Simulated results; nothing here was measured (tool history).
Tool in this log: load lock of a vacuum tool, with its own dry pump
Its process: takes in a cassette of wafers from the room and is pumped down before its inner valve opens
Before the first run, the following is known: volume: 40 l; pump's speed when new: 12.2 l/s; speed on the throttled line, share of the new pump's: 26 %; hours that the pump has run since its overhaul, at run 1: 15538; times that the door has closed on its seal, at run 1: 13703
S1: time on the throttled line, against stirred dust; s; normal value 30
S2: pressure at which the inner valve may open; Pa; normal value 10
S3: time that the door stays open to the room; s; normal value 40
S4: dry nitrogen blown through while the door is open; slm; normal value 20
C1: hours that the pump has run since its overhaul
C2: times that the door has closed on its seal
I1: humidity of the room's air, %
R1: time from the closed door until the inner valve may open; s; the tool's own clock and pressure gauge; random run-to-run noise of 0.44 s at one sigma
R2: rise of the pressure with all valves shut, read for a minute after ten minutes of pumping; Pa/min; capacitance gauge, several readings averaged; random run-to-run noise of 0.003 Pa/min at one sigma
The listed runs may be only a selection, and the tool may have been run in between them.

Run 1, hour 0.0: usual settings; C1 15538; C2 13703; I1 46.1. Result: R1 61.1 s, R2 0.086 Pa/min.
Run 2, hour 377.3: usual settings but S3 35 s; C1 15915; C2 14687; I1 45.8. Result: R1 61.0 s, R2 0.092 Pa/min.
Run 3, hour 601.1: usual settings but S3 61 s; C1 16139; C2 15270; I1 46.3. Result: R1 62.0 s, R2 0.096 Pa/min.
At hour 901.4: dry pump taken out, an overhauled one fitted.
Run 4, hour 940.5: usual settings but S3 61 s; C1 39; C2 16140; I1 48.0. Result: R1 52.5 s, R2 0.100 Pa/min.
Run 5, hour 1230.0: usual settings but S3 61 s; C1 329; C2 16895; I1 47.3. Result: R1 52.7 s, R2 0.101 Pa/min.
Run 6, hour 1512.0: usual settings but S3 61 s; C1 611; C2 17631; I1 46.6. Result: R1 52.7 s, R2 0.106 Pa/min.
Run 7, hour 1819.6: usual settings but S3 61 s; C1 918; C2 18433; I1 43.2. Result: R1 53.4 s, R2 0.120 Pa/min.
Run 8, hour 2166.6: usual settings but S3 61 s; C1 1265; C2 19338; I1 46.6. Result: R1 53.7 s, R2 0.123 Pa/min.
Run 9, hour 2378.9: usual settings but S3 61 s; C1 1477; C2 19892; I1 44.2. Result: R1 52.6 s, R2 0.128 Pa/min.
Run 10, hour 2748.2: usual settings but S3 61 s; C1 1847; C2 20855; I1 41.9. Result: R1 53.5 s, R2 0.131 Pa/min.
Run 11, hour 3064.8: usual settings but S3 61 s; C1 2163; C2 21681; I1 45.9. Result: R1 53.0 s, R2 0.148 Pa/min.
Run 12, hour 3438.5: usual settings; C1 2537; C2 22656; I1 47.1. Result: R1 53.2 s, R2 0.152 Pa/min.
Run 13, hour 3754.7: usual settings; C1 2853; C2 23481; I1 45.6. Result: R1 53.3 s, R2 0.158 Pa/min.
Run 14, hour 4137.1: usual settings; C1 3236; C2 24478; I1 45.8. Result: R1 53.4 s, R2 0.169 Pa/min.
Run 15, hour 4511.3: usual settings; C1 3610; C2 25454; I1 42.4. Result: R1 54.0 s, R2 0.180 Pa/min.
Run 16, hour 4813.6: usual settings; C1 3912; C2 26242; I1 45.3. Result: R1 54.2 s, R2 0.187 Pa/min.
Run 17, hour 4979.8: usual settings but S3 80 s; C1 4078; C2 26676; I1 45.3. Result: R1 54.1 s, R2 0.200 Pa/min.
Run 18, hour 5171.6: usual settings but S3 30 s; C1 4270; C2 27176; I1 44.5. Result: R1 54.2 s, R2 0.201 Pa/min.
Run 19, hour 5544.9: usual settings but S3 30 s; C1 4643; C2 28150; I1 47.4. Result: R1 54.9 s, R2 0.208 Pa/min.
Run 20, hour 5778.1: usual settings but S3 41 s, S4 8 slm; C1 4877; C2 28758; I1 47.0. Result: R1 55.3 s, R2 0.231 Pa/min.
Run 21, hour 6012.9: usual settings but S3 41 s, S4 8 slm; C1 5111; C2 29371; I1 45.1. Result: R1 54.7 s, R2 0.239 Pa/min.
Run 22, hour 6233.8: usual settings but S4 4 slm; C1 5332; C2 29947; I1 45.8. Result: R1 54.8 s, R2 0.242 Pa/min.
Run 23, hour 6434.6: usual settings but S4 4 slm; C1 5533; C2 30471; I1 46.4. Result: R1 55.3 s, R2 0.259 Pa/min.
Run 24, hour 6784.0: usual settings but S3 117 s, S4 4 slm; C1 5883; C2 31382; I1 46.5. Result: R1 54.9 s, R2 0.298 Pa/min.
Run 25, hour 7063.5: usual settings but S1 41 s, S2 9 Pa, S3 33 s, S4 32 slm; C1 6162; C2 32111; I1 46.7. Result: R1 63.4 s, R2 0.245 Pa/min.
Run 26, hour 7418.0: usual settings but S1 15 s, S2 12 Pa, S3 28 s, S4 7 slm; C1 6517; C2 33036; I1 42.7. Result: R1 43.5 s, R2 0.275 Pa/min.
At hour 7636.0: door's seal changed, seat wiped.
Run 27, hour 7636.0: usual settings but S1 32 s, S4 5 slm; C1 6733; C2 0; I1 44.6. Result: R1 57.3 s, R2 0.030 Pa/min.
Run 28, hour 7952.2: usual settings but S1 49 s, S2 13 Pa; C1 7049; C2 825; I1 43.4. Result: R1 67.7 s, R2 0.018 Pa/min.
Run 29, hour 8263.3: usual settings but S1 49 s, S2 16 Pa; C1 7360; C2 1637; I1 47.7. Result: R1 67.3 s, R2 0.016 Pa/min.
Run 30, hour 8641.0: usual settings but S3 74 s, S4 30 slm; C1 7738; C2 2622; I1 43.9. Result: R1 55.6 s, R2 0.024 Pa/min.
Run 31, hour 9025.0: usual settings but S3 69 s; C1 8122; C2 3623; I1 46.1. Result: R1 56.3 s, R2 0.032 Pa/min.
Run 32, hour 9246.0: usual settings but S1 26 s, S2 12 Pa, S3 69 s, S4 19 slm; C1 8343; C2 4200; I1 47.7. Result: R1 52.2 s, R2 0.037 Pa/min.
Run 33, hour 9449.6: usual settings but S1 26 s, S2 12 Pa, S3 69 s, S4 19 slm; C1 8547; C2 4731; I1 49.6. Result: R1 52.9 s, R2 0.040 Pa/min.
Run 34, hour 9840.5: usual settings but S2 8 Pa, S3 82 s; C1 8938; C2 5750; I1 41.8. Result: R1 57.4 s, R2 0.043 Pa/min.
Run 35, hour 10012.1: usual settings but S2 8 Pa, S3 82 s; C1 9109; C2 6198; I1 44.8. Result: R1 57.7 s, R2 0.046 Pa/min.
Run 36, hour 10259.2: usual settings but S1 39 s, S3 35 s, S4 10 slm; C1 9356; C2 6842; I1 46.6. Result: R1 63.3 s, R2 0.046 Pa/min.
Run 37, hour 10429.7: usual settings but S1 39 s, S3 35 s, S4 10 slm; C1 9527; C2 7287; I1 46.5. Result: R1 63.1 s, R2 0.051 Pa/min.
Run 38, hour 10601.8: usual settings but S1 21 s, S3 239 s, S4 35 slm; C1 9699; C2 7736; I1 45.9. Result: R1 50.7 s, R2 0.055 Pa/min.

Predict each of these 3 candidate next runs independently; none follows another, all start after run 38:
Run A, hour 10822.8: usual settings but S1 21 s, S3 89 s, S4 31 slm; C1 9920; C2 8313; I1 47.6. Result: R1 ?, R2 ?.
Run B, hour 10822.8: usual settings but S1 24 s, S3 239 s, S4 33 slm; C1 9920; C2 8313; I1 42.9. Result: R1 ?, R2 ?.
Run C, hour 10822.8: usual settings but S1 51 s, S3 239 s, S4 35 slm; C1 9920; C2 8313; I1 46.6. Result: R1 ?, R2 ?.

run    R1     R2
  A  50.7  0.051
  B  52.8  0.060
  C  71.4  0.063
The same runs, with their run-to-run variation unchanged, on a tool lacking any hidden condition would have given:
run    R1     R2
  A  46.0  0.018
  B  48.2  0.026
  C  68.1  0.029
